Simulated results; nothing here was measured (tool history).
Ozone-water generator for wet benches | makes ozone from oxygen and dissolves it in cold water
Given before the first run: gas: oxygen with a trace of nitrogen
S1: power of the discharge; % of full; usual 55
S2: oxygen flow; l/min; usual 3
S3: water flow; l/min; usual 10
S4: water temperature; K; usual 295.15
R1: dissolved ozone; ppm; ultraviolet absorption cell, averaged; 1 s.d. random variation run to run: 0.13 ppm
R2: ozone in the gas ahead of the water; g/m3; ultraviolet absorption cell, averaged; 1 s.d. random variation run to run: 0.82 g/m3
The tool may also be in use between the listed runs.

run	hour	S1	S2	S3	S4	R1	R2
1	0	55	3	10	295.15	14.4	129.8
2	91.2	55	3	10	295.15	14.5	129.5
3	151.1	55	3	10	295.15	14.5	130.8
4	216.1	55	2.39	10	295.15	14.4	143.7
5	338.6	55	2.39	10	295.15	13.9	143.7
# hour 346.4: water thermometer calibrated
6	407.4	55	2.39	10	295.15	14	143.5
7	474.4	55	3	15	295.15	10.2	129.6
8	563.6	55	3	15	295.15	10.4	130
9	670	55	3	15	295.15	10.3	130.2
# hour 686.7: water thermometer calibrated, once more
10	734.9	55	2.74	9	297.15	15	132.1
11	802.5	55	2.28	8	297.15	15.9	146
12	865.6	57	4.9	11	292.15	14.2	106.6

Run 13 has not been measured yet. What should we expect?
13	985.6	55	4.01	7	301.15	?	?

R1: 15.3 ppm
R2: 112.8 g/m3
Were there no unlogged condition in the tool, this run, its random variation unchanged, would have produced R1 16.2 ppm, R2 115.2 g/m3.

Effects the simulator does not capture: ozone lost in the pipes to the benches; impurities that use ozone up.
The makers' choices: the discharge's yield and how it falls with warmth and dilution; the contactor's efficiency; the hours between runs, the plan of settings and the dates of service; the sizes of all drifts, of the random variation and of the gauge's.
